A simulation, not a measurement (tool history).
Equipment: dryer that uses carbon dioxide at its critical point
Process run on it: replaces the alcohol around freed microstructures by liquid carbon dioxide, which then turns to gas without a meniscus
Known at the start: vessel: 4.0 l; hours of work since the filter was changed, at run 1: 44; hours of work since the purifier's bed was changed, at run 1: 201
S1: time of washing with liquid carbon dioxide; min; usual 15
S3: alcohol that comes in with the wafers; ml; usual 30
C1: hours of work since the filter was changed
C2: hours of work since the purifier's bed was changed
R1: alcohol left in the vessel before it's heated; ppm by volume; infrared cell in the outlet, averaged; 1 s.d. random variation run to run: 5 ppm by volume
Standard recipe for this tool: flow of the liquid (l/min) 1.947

{"run": 1, "hour": 0.0, "S1": 15, "flow of the liquid (l/min)": 1.947, "S3": 30, "C1": 44, "C2": 201, "R1": 72}
{"run": 2, "hour": 14.5, "S1": 15, "flow of the liquid (l/min)": 1.947, "S3": 30, "C1": 50, "C2": 206, "R1": 68}
{"run": 3, "hour": 26.4, "S1": 15, "flow of the liquid (l/min)": 1.947, "S3": 30, "C1": 54, "C2": 210, "R1": 68}
{"run": 4, "hour": 42.2, "S1": 11, "flow of the liquid (l/min)": 1.947, "S3": 30, "C1": 59, "C2": 216, "R1": 179}
{"run": 5, "hour": 53.0, "S1": 11, "flow of the liquid (l/min)": 1.947, "S3": 30, "C1": 63, "C2": 220, "R1": 178}
{"run": 6, "hour": 68.3, "S1": 15, "flow of the liquid (l/min)": 1.947, "S3": 30, "C1": 69, "C2": 225, "R1": 74}
{"run": 7, "hour": 85.7, "S1": 15, "flow of the liquid (l/min)": 1.947, "S3": 30, "C1": 75, "C2": 231, "R1": 73}
{"run": 8, "hour": 100.9, "S1": 15, "flow of the liquid (l/min)": 1.947, "S3": 30, "C1": 80, "C2": 237, "R1": 75}
{"run": 9, "hour": 118.2, "S1": 15, "flow of the liquid (l/min)": 1.88, "S3": 30, "C1": 87, "C2": 243, "R1": 84}
{"run": 10, "hour": 130.0, "S1": 15, "flow of the liquid (l/min)": 1.88, "S3": 31, "C1": 91, "C2": 247, "R1": 87}
{"run": 11, "hour": 142.8, "S1": 15, "flow of the liquid (l/min)": 1.947, "S3": 30, "C1": 95, "C2": 252, "R1": 74}
{"run": 12, "hour": 150.6, "S1": 15, "flow of the liquid (l/min)": 1.947, "S3": 30, "C1": 98, "C2": 254, "R1": 83}
{"run": 13, "hour": 167.6, "S1": 15, "flow of the liquid (l/min)": 1.947, "S3": 30, "C1": 104, "C2": 260, "R1": 77}
{"run": 14, "hour": 183.7, "S1": 15, "flow of the liquid (l/min)": 1.947, "S3": 30, "C1": 110, "C2": 266, "R1": 84}
{"run": 15, "hour": 192.3, "S1": 15, "flow of the liquid (l/min)": 1.947, "S3": 30, "C1": 113, "C2": 269, "R1": 81}
{"run": 16, "hour": 207.5, "S1": 15, "flow of the liquid (l/min)": 1.33, "S3": 30, "C1": 118, "C2": 275, "R1": 296}
{"run": 17, "hour": 220.7, "S1": 15, "flow of the liquid (l/min)": 1.33, "S3": 30, "C1": 123, "C2": 279, "R1": 310}
{"run": 18, "hour": 229.2, "S1": 15, "flow of the liquid (l/min)": 1.33, "S3": 30, "C1": 126, "C2": 282, "R1": 301}
{"run": 19, "hour": 244.1, "S1": 15, "flow of the liquid (l/min)": 1.33, "S3": 30, "C1": 132, "C2": 288, "R1": 292}
{"run": 20, "hour": 259.3, "S1": 15, "flow of the liquid (l/min)": 1.33, "S3": 81, "C1": 137, "C2": 293, "R1": 749}
{"run": 21, "hour": 269.6, "S1": 15, "flow of the liquid (l/min)": 1.947, "S3": 78, "C1": 141, "C2": 297, "R1": 169}
{"run": 22, "hour": 278.3, "S1": 15, "flow of the liquid (l/min)": 1.947, "S3": 78, "C1": 144, "C2": 300, "R1": 184}
{"run": 23, "hour": 291.4, "S1": 9, "flow of the liquid (l/min)": 1.98, "S3": 67, "C1": 148, "C2": 305, "R1": 885}
{"run": 24, "hour": 308.2, "S1": 10, "flow of the liquid (l/min)": 1.52, "S3": 30, "C1": 154, "C2": 311, "R1": 650}
{"run": 25, "hour": 321.3, "S1": 19, "flow of the liquid (l/min)": 2.03, "S3": 60, "C1": 159, "C2": 315, "R1": 70}
{"run": 26, "hour": 329.4, "S1": 10, "flow of the liquid (l/min)": 3.09, "S3": 117, "C1": 162, "C2": 318, "R1": 201}
{"run": 27, "hour": 344.5, "S1": 10, "flow of the liquid (l/min)": 3.09, "S3": 117, "C1": 167, "C2": 323, "R1": 210}
{"run": 28, "hour": 360.4, "S1": 10, "flow of the liquid (l/min)": 3.09, "S3": 117, "C1": 173, "C2": 329, "R1": 216}
{"run": 29, "hour": 371.6, "S1": 15, "flow of the liquid (l/min)": 3.09, "S3": 117, "C1": 177, "C2": 333, "R1": 60}
{"run": 30, "hour": 388.2, "S1": 10, "flow of the liquid (l/min)": 3.12, "S3": 26, "C1": 183, "C2": 339, "R1": 83}
{"run": 31, "hour": 395.8, "S1": 20, "flow of the liquid (l/min)": 1.83, "S3": 120, "C1": 186, "C2": 342, "R1": 121}
{"hour": 402.9, "done": "inlet filter changed"}
{"run": 32, "hour": 409.2, "S1": 20, "flow of the liquid (l/min)": 1.83, "S3": 120, "C1": 2, "C2": 346, "R1": 62}
{"run": 33, "hour": 419.7, "S1": 16, "flow of the liquid (l/min)": 1.947, "S3": 82, "C1": 6, "C2": 350, "R1": 103}
{"run": 34, "hour": 427.5, "S1": 15, "flow of the liquid (l/min)": 2.44, "S3": 119, "C1": 9, "C2": 353, "R1": 67}
{"run": 35, "hour": 435.7, "S1": 13, "flow of the liquid (l/min)": 1.947, "S3": 53, "C1": 12, "C2": 356, "R1": 149}
{"run": 36, "hour": 453.2, "S1": 19, "flow of the liquid (l/min)": 1.24, "S3": 30, "C1": 18, "C2": 362, "R1": 140}
{"run": 37, "hour": 470.2, "S1": 22, "flow of the liquid (l/min)": 2.61, "S3": 22, "C1": 24, "C2": 368, "R1": 39}
{"run": 38, "hour": 481.0, "S1": 16, "flow of the liquid (l/min)": 1.85, "S3": 65, "C1": 28, "C2": 372, "R1": 102}
{"run": 39, "hour": 496.5, "S1": 10, "flow of the liquid (l/min)": 3.26, "S3": 57, "C1": 33, "C2": 377, "R1": 73}
{"run": 40, "hour": 506.3, "S1": 21, "flow of the liquid (l/min)": 1.61, "S3": 58, "C1": 37, "C2": 381, "R1": 76}
{"run": 41, "hour": 513.7, "S1": 15, "flow of the liquid (l/min)": 2.24, "S3": 55, "C1": 39, "C2": 383, "R1": 80}
{"run": 42, "hour": 526.2, "S1": 15, "flow of the liquid (l/min)": 1.64, "S3": 85, "C1": 44, "C2": 388, "R1": 278}
{"run": 43, "hour": 536.0, "S1": 15, "flow of the liquid (l/min)": 1.78, "S3": 29, "C1": 47, "C2": 391, "R1": 99}
{"run": 44, "hour": 548.7, "S1": 9, "flow of the liquid (l/min)": 2.08, "S3": 94, "C1": 52, "C2": 396, "R1": 772}

Describe how what the log doesn't record of the tool's condition differs between the last listed run preceding each entry between runs and the first listed run following it.
After run 31, before run 32: inlet filter changed (hour 402.9)
  flow that reaches the vessel past the clogged filter, %: 83 -> 99.6; alcohol in the recycled carbon dioxide, ppm: 43.4 -> 43.9
  the result without the hidden state subtracted from the measured one, R1: +96 -> +39 ppm by volume
